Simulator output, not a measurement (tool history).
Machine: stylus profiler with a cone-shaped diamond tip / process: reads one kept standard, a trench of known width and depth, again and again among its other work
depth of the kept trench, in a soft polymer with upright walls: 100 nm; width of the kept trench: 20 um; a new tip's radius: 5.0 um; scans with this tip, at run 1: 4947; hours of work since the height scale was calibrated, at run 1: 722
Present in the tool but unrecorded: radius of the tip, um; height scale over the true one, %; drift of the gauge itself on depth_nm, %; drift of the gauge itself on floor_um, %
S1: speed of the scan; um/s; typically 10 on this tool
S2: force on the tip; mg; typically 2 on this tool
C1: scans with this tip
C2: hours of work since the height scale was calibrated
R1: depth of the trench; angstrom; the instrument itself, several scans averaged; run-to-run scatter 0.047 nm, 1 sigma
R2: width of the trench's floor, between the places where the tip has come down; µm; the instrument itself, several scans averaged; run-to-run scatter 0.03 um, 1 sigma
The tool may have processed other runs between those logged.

run	hour	S1	S2	C1	C2	R1	R2
1	0	10	2	4947	722	1006.9	17.54
2	14.1	10	2	5019	733	1008.6	17.51
3	32.2	10	2	5113	747	1008.1	17.48
4	52.8	32	2	5219	762	1006.8	17.34
5	74.8	32	2	5332	779	1007.6	17.3
6	90.5	19	2	5413	791	1006.9	17.43
7	112.2	19	2	5525	807	1006.4	17.36
8	134.3	3	2	5639	824	1007.4	17.49
9	146.5	3	2	5701	833	1006.7	17.43
10	164	10	2	5792	846	1008	17.43
11	186.9	10	2	5910	863	1007	17.4
12	210	10	2	6028	880	1006.4	17.39
13	234.1	10	2	6153	899	1006.8	17.37
14	251.1	10	2	6240	911	1007.3	17.35
15	264.4	10	0.67	6309	921	1001.1	17.34
16	287.2	10	0.67	6426	939	1001	17.28
17	310.6	10	0.67	6547	956	1001.1	17.3
18	328.6	10	0.67	6640	970	1000.7	17.31
19	346	10	0.67	6729	983	1000.5	17.38
20	357.6	10	0.67	6789	992	1001	17.33
21	380.6	3	1.82	6908	1009	1005.6	17.42
22	400.9	3	1.82	7012	1024	1005.1	17.4
23	417.7	3	1.47	7099	1037	1003.5	17.38
24	441.4	5	0.89	7221	1055	1001.2	17.34
25	466	24	0.73	7348	1073	1000	17.1
# hour 468.4: height scale calibrated on a step standard
26	484	8	1.63	7438	12	1001.8	17.29
27	500	10	0.93	7520	24	998.6	17.18
28	518.4	10	2.7	7615	38	1006	17.33
29	541.2	8	5.48	7733	55	1012.5	17.27
30	561	22	1.68	7835	70	1001.2	17.2
# hour 573.1: height scale calibrated on a step standard, once more
31	585.7	22	1.68	7959	10	1010.1	17.19
32	607.3	22	1.68	8071	26	1009.5	17.13
33	626.3	5	3.92	8169	40	1016.8	17.26
34	641	17	1.58	8244	51	1009.4	17.22
35	658.9	2	1.58	8337	65	1009.5	17.29
36	672.6	7	4.03	8407	75	1017.5	17.24
37	689.6	25	2.94	8495	88	1013.5	17.17
38	708.6	25	2.94	8593	102	1014.1	17.17
39	731.3	10	0.94	8709	119	1007.2	17.14
40	748.1	10	0.94	8796	132	1006.4	17.16

Some steps in R1, run to run, broken into two amounts with sign: the step expected even without the hidden condition (settings, incoming material, random variation), and the rest, left for the hidden condition together with whatever gauge scatter is not in both the measured and the hidden-condition-free result:
Run 25 -> 26: S1 24 -> 8, S2 0.73 -> 1.63, height scale calibrated on a step standard. R1 +1.8 angstrom: hidden state -2.9, all else +4.7.
Run 28 -> 29: S1 10 -> 8, S2 2.7 -> 5.48. R1 +6.5 angstrom: hidden state -0.2, all else +6.7.
Run 29 -> 30: S1 8 -> 22, S2 5.48 -> 1.68. R1 -11.3 angstrom: hidden state +0, all else -11.3.
Run 30 -> 31: height scale calibrated on a step standard, once more. R1 +8.9 angstrom: hidden state +8.4, all else +0.5.
Run 35 -> 36: S1 2 -> 7, S2 1.58 -> 4.03. R1 +8 angstrom: hidden state +0, all else +8.
